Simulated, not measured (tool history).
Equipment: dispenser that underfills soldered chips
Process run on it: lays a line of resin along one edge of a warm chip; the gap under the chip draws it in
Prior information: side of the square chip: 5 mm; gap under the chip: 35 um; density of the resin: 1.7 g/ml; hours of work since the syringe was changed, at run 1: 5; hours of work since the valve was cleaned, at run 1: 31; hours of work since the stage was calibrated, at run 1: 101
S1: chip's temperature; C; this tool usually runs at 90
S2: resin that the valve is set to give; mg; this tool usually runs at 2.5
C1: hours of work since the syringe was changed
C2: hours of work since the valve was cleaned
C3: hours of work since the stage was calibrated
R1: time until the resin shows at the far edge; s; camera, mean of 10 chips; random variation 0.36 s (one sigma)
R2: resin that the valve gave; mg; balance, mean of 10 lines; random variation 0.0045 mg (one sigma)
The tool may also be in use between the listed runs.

| run | hour | S1 | S2 | C1 | C2 | C3 | R1 | R2 |
|---|---|---|---|---|---|---|---|---|
| 1 | 0 | 90 | 2.5 | 5 | 31 | 101 | 26.8 | 2.45 |
|  | 3.1 | new syringe of resin |
| 2 | 10.6 | 90 | 2.5 | 6 | 39 | 108 | 27.6 | 2.444 |
|  | 13 | new syringe of resin |
| 3 | 21 | 90 | 2.5 | 6 | 46 | 116 | 28.2 | 2.435 |
|  | 22.8 | new syringe of resin |
|  | 32.5 | new syringe of resin |
| 4 | 35.8 | 101 | 2.5 | 2 | 57 | 126 | 17.1 | 2.423 |
|  | 42.7 | new syringe of resin |
|  | 52.5 | new syringe of resin |
| 5 | 52.8 | 90 | 2.5 | 0 | 69 | 139 | 21 | 2.401 |
|  | 62.3 | new syringe of resin |
|  | 63.3 | dispensing valve cleaned and set on the balance |
| 6 | 70.6 | 90 | 2.5 | 5 | 5 | 151 | 27.7 | 2.489 |
|  | 72.8 | new syringe of resin |
|  | 82 | new syringe of resin |
| 7 | 82.9 | 90 | 2.18 | 1 | 14 | 160 | 21.5 | 2.174 |
|  | 92 | new syringe of resin |
| 8 | 98.3 | 90 | 2.18 | 5 | 26 | 171 | 27.3 | 2.153 |
|  | 101.2 | new syringe of resin |
|  | 110.9 | new syringe of resin |
| 9 | 113 | 90 | 2.18 | 2 | 36 | 182 | 21.9 | 2.147 |
|  | 120.8 | new syringe of resin |
| 10 | 123.1 | 90 | 2.78 | 2 | 43 | 189 | 22.2 | 2.723 |
|  | 130.7 | new syringe of resin |
| 11 | 132.9 | 94 | 2.21 | 2 | 51 | 196 | 19.7 | 2.153 |
|  | 140.4 | new syringe of resin |
| 12 | 140.5 | 97 | 2.1 | 0 | 56 | 202 | 17.5 | 2.036 |
|  | 150.2 | new syringe of resin |
| 13 | 152.9 | 80 | 2.67 | 2 | 65 | 211 | 29.7 | 2.58 |
|  | 159.8 | new syringe of resin |
| 14 | 166.1 | 80 | 2.67 | 5 | 75 | 220 | 35.2 | 2.564 |
|  | 168.7 | dispensing valve cleaned and set on the balance |
|  | 170.6 | new syringe of resin |
|  | 180.6 | new syringe of resin |
| 15 | 181 | 103 | 2.66 | 0 | 9 | 230 | 14.4 | 2.642 |
| 16 | 188.2 | 103 | 2.66 | 6 | 14 | 236 | 19.6 | 2.635 |
|  | 190.3 | new syringe of resin |
|  | 200.8 | new syringe of resin |
| 17 | 202.1 | 90 | 2.69 | 1 | 24 | 246 | 21.1 | 2.651 |
|  | 210.1 | new syringe of resin |
| 18 | 211.7 | 99 | 2.38 | 1 | 31 | 253 | 16.3 | 2.343 |
|  | 219.6 | new syringe of resin |
| 19 | 226.5 | 99 | 2.38 | 5 | 42 | 264 | 20.6 | 2.323 |
|  | 229.6 | new syringe of resin |
|  | 239.7 | new syringe of resin |
| 20 | 241.5 | 90 | 3.05 | 1 | 53 | 275 | 21.5 | 2.96 |

Alternative continuations, all from the tool just after run 20; predict every row:
|  | 249.2 | new syringe of resin |
| A | 253.8 | 94 | 2.22 | 3 | 62 | 284 | ? | ? |
|  | 249.2 | new syringe of resin |
| B | 253.8 | 97 | 2.88 | 3 | 62 | 284 | ? | ? |
|  | 249.2 | new syringe of resin |
| C | 253.8 | 90 | 2.73 | 3 | 62 | 284 | ? | ? |

| run | R1 | R2 |
|---|---|---|
| A | 22.4 | 2.14 |
| B | 20.3 | 2.782 |
| C | 24.4 | 2.635 |
Without the tool's unlogged condition, the same runs would have read:
| run | R1 | R2 |
|---|---|---|
| A | 18.3 | 2.219 |
| B | 16.8 | 2.884 |
| C | 20 | 2.732 |
